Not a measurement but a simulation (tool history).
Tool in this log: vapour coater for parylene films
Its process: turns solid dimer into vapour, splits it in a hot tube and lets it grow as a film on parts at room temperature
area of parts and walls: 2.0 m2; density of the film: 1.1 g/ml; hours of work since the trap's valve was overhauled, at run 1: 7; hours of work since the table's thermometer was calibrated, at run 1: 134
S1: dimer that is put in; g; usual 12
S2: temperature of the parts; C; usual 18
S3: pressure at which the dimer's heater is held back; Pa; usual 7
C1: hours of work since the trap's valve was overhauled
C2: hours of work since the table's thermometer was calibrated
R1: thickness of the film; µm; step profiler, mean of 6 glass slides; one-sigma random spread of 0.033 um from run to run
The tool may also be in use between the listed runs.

run	hour	S1	S2	S3	C1	C2	R1
1	0	12	18	7	7	134	3.26
2	71.5	12	18	7	43	170	3.18
3	141.7	14	18	7	79	205	3.76
4	194.6	14	18	7	106	232	3.7
5	233.3	12	18	5.48	125	251	3.37
6	310.7	12	18	5.48	164	290	3.28
7	379.5	12	18	7	199	325	3.06
8	453.2	18	18	7	236	362	4.67
# hour 493.4: trap's valve overhauled
9	538.5	15	18	7	23	403	4.06
10	580	11	18	7	44	424	2.99
11	653.2	11	18	7	81	461	2.97
12	688.7	22	18	7	99	479	5.8
13	749.8	12	20	7	129	510	2.97
14	792.1	12	18	7	151	531	3.15
15	835.8	12	18	7	173	553	3.11
16	901.7	12	18	7	206	587	3.1
17	954.4	12	11	7	233	613	3.84

The next listed run, before its measurement:
# hour 1001.6: trap's valve overhauled
18	1037.2	18	18	3	18	653	?

R1: 5.92 µm
Minus the tool's unlogged condition, the same run would have read R1 5.91 µm.

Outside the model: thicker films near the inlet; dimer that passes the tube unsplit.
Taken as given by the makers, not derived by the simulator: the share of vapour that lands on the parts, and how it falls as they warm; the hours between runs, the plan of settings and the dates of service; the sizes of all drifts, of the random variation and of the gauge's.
